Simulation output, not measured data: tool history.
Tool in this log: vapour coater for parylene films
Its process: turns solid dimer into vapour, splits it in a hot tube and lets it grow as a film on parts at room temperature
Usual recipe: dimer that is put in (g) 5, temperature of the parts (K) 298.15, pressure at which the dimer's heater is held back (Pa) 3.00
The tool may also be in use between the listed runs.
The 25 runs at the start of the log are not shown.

| run | hour | dimer that is put in (g) | temperature of the parts (K) | pressure at which the dimer's heater is held back (Pa) | thickness of the film (µm) |
|---|---|---|---|---|---|
| 26 | 1076.0 | 2 | 307.15 | 5.54 | 0.73 |
| 27 | 1131.6 | 2 | 307.15 | 5.54 | 0.75 |
| 28 | 1187.6 | 4 | 293.15 | 6.11 | 2.74 |
| 29 | 1225.6 | 7 | 299.15 | 11.38 | 3.57 |
| 30 | 1270.8 | 7 | 299.15 | 2.63 | 3.83 |
|  | 1284.8 | table's thermometer calibrated |
| 31 | 1314.1 | 7 | 298.15 | 4.04 | 3.95 |
| 32 | 1367.2 | 3 | 307.15 | 3.00 | 1.13 |
| 33 | 1411.5 | 2 | 296.15 | 4.46 | 1.22 |
| 34 | 1441.4 | 2 | 296.15 | 4.46 | 1.20 |
| 35 | 1471.2 | 2 | 296.15 | 4.46 | 1.23 |

Forecast each of these 5 alternatives for the next run:
| A | 1523.9 | 2 | 303.15 | 4.46 | ? |
| B | 1523.9 | 2 | 296.15 | 9.58 | ? |
| C | 1523.9 | 5 | 299.15 | 3.00 | ? |
| D | 1523.9 | 2 | 300.15 | 11.54 | ? |
| E | 1523.9 | 5 | 298.15 | 3.15 | ? |

| run | thickness of the film (µm) |
|---|---|
| A | 0.88 |
| B | 1.17 |
| C | 2.69 |
| D | 0.98 |
| E | 2.87 |
With the hidden condition removed and each run's random variation left untouched, the same runs would have given:
| run | thickness of the film (µm) |
|---|---|
| A | 0.89 |
| B | 1.18 |
| C | 2.70 |
| D | 0.99 |
| E | 2.88 |
